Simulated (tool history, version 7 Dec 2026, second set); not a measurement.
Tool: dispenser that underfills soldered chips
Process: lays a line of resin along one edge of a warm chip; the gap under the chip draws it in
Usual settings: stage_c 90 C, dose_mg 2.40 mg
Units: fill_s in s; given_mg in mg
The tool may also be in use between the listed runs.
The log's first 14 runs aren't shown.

| run | hour | stage_c | dose_mg | hours of work since the syringe was changed | hours of work since the valve was cleaned | hours of work since the stage was calibrated | fill_s | given_mg |
|---|---|---|---|---|---|---|---|---|
|  | 106.1 | new syringe of resin |
| 15 | 109.3 | 96 | 2.40 | 2 | 29 | 103 | 9.9 | 2.34 |
|  | 114.7 | new syringe of resin |
| 16 | 118.3 | 96 | 2.40 | 3 | 35 | 109 | 9.6 | 2.34 |
|  | 123.3 | new syringe of resin |
| 17 | 126.1 | 96 | 2.40 | 2 | 40 | 114 | 9.4 | 2.36 |
|  | 131.6 | new syringe of resin |
| 18 | 135.2 | 96 | 2.40 | 3 | 47 | 121 | 10.8 | 2.36 |
|  | 140.2 | new syringe of resin |
| 19 | 141.4 | 104 | 2.06 | 1 | 51 | 125 | 7.0 | 2.01 |
| 20 | 146.9 | 104 | 2.06 | 5 | 55 | 129 | 8.6 | 1.98 |
|  | 148.6 | new syringe of resin |
| 21 | 154.0 | 91 | 2.83 | 4 | 60 | 134 | 13.7 | 2.75 |
|  | 156.9 | new syringe of resin |
| 22 | 161.2 | 90 | 2.64 | 3 | 65 | 139 | 13.4 | 2.54 |
|  | 165.3 | new syringe of resin |
| 23 | 167.7 | 104 | 2.26 | 2 | 69 | 143 | 7.2 | 2.19 |
|  | 174.0 | new syringe of resin |
| 24 | 175.5 | 104 | 2.22 | 1 | 75 | 149 | 6.5 | 2.15 |
|  | 182.3 | new syringe of resin |
| 25 | 183.9 | 104 | 2.90 | 1 | 80 | 155 | 6.7 | 2.78 |
|  | 188.8 | dispensing valve cleaned and set on the balance |
|  | 191.6 | new syringe of resin |
| 26 | 193.3 | 104 | 2.29 | 1 | 3 | 160 | 6.8 | 2.29 |
| 27 | 199.1 | 98 | 2.69 | 5 | 7 | 164 | 11.0 | 2.69 |
|  | 200.1 | new syringe of resin |
|  | 208.8 | new syringe of resin |
| 28 | 209.2 | 98 | 2.35 | 0 | 14 | 171 | 8.7 | 2.36 |
| 29 | 215.4 | 98 | 2.35 | 5 | 18 | 176 | 11.6 | 2.33 |
|  | 217.2 | new syringe of resin |
| 30 | 223.7 | 98 | 2.35 | 5 | 24 | 182 | 10.7 | 2.35 |
|  | 225.6 | new syringe of resin |
| 31 | 230.3 | 96 | 2.26 | 3 | 29 | 186 | 11.1 | 2.23 |
|  | 233.9 | new syringe of resin |
| 32 | 239.1 | 79 | 2.56 | 4 | 35 | 192 | 25.3 | 2.51 |
|  | 242.2 | new syringe of resin |
| 33 | 244.3 | 93 | 2.19 | 1 | 38 | 196 | 11.0 | 2.17 |
|  | 251.0 | new syringe of resin |
| 34 | 253.7 | 103 | 2.42 | 2 | 45 | 202 | 7.1 | 2.38 |
| 35 | 258.6 | 86 | 3.04 | 5 | 48 | 206 | 19.6 | 2.99 |

3 ways to go on from here, each from the tool as it stands after run 35. What would each give?
|  | 259.5 | new syringe of resin |
| A | 265.6 | 90 | 2.39 | 4 | 53 | 211 | ? | ? |
|  | 259.5 | new syringe of resin |
| B | 265.6 | 97 | 2.29 | 4 | 53 | 211 | ? | ? |
|  | 259.5 | new syringe of resin |
| C | 265.6 | 91 | 2.21 | 4 | 53 | 211 | ? | ? |

| run | fill_s | given_mg |
|---|---|---|
| A | 15.3 | 2.34 |
| B | 11.4 | 2.21 |
| C | 14.7 | 2.17 |
Without the tool's hidden state the same runs would have given:
| run | fill_s | given_mg |
|---|---|---|
| A | 11.3 | 2.40 |
| B | 8.6 | 2.27 |
| C | 10.8 | 2.23 |
